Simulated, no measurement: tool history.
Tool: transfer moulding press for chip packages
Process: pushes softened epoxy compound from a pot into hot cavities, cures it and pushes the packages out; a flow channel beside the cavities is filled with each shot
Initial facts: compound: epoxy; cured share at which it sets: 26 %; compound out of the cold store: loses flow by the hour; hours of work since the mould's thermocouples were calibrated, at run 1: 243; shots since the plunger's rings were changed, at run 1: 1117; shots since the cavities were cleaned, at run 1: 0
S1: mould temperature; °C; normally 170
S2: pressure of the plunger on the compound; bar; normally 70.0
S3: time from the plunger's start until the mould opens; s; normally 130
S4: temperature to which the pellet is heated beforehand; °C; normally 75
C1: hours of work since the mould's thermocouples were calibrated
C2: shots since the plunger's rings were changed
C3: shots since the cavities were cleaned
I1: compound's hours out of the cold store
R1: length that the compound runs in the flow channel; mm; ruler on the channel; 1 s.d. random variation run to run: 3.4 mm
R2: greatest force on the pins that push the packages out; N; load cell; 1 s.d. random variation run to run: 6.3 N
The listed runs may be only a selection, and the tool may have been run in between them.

run   hour   S1    S2   S3  S4   C1    C2   C3    I1   R1   R2
  1    0.0  170  70.0  130  75  243  1117    0  45.6  478  249
  2   25.4  170  70.0  130  75  263  1416  299  31.5  499  333
  3   57.0  170  58.7  130  75  288  1789  672  11.1  497  404
      69.8  -- cavities cleaned with cleaning compound and waxed
  4   86.6  170  73.7  130  75  311  2120  198  12.9  551  311
  5  118.2  170  73.7  130  75  336  2493  571  12.5  551  378
     138.0  -- cavities cleaned with cleaning compound and waxed
  6  138.9  170  73.7  130  75  351  2719   10  20.4  534  265
  7  162.0  170  73.7  130  75  370  2992  283  37.0  489  321
  8  175.2  164  70.0  130  75  380  3147  438   8.1  558  505
  9  195.5  164  70.0  130  75  396  3386  677  15.2  539  557
     206.3  -- cavities cleaned with cleaning compound and waxed
 10  223.1  163  70.0  130  75  417  3694  198  11.6  543  510
 11  255.0  163  70.0  130  75  443  4070  574  31.0  502  558
     274.6  -- cavities cleaned with cleaning compound and waxed
 12  287.9  163  70.0  130  75  468  4440  156  31.8  492  448
 13  308.2  170  70.0  130  71  484  4679  395  45.5  447  345
     332.7  -- plunger's sealing rings changed
     337.2  -- mould's thermocouples calibrated
 14  337.2  174  65.6  130  71    0    30  684   8.5  533  370
     347.8  -- cavities cleaned with cleaning compound and waxed
 15  361.9  174  65.6  130  71   19   303  166  18.9  507  277
 16  390.5  174  65.6  130  71   41   640  503  30.4  489  340
     416.0  -- cavities cleaned with cleaning compound and waxed
 17  421.4  165  79.1  130  75   65   988   65  25.9  567  330
 18  447.4  165  77.5  117  77   86  1293  370  13.7  594  526
 19  464.4  176  63.1  130  76   99  1494  571  20.1  485  331
 20  481.7  168  52.0  125  78  113  1697  774  16.6  460  426
     485.7  -- cavities cleaned with cleaning compound and waxed
 21  508.5  168  70.0  130  75  133  1996  269  40.2  492  344
 22  536.8  163  70.0  157  75  156  2329  602  13.7  556  406
     554.9  -- cavities cleaned with cleaning compound and waxed
 23  559.4  163  70.0  157  75  172  2578   53  31.8  519  290
 24  583.9  163  70.0  157  75  192  2867  342  27.7  520  388

Below are 4 alternative next runs, each starting from the tool's condition after run 24. Predict each:
  A  610.5  163  81.0  123  84  213  3181  656  19.4   ?   ?
  B  610.5  170  64.4  119  82  213  3181  656  27.3   ?   ?
  C  610.5  177  63.6  148  75  213  3181  656  47.8   ?   ?
  D  610.5  170  70.3  162  75  213  3181  656  40.8   ?   ?

run   R1   R2
  A  581  614
  B  473  418
  C  419  345
  D  468  355
Take away the tool's hidden state, keep each run's random variation, and the runs would have read:
run   R1   R2
  A  618  376
  B  504  264
  C  447  221
  D  499  230
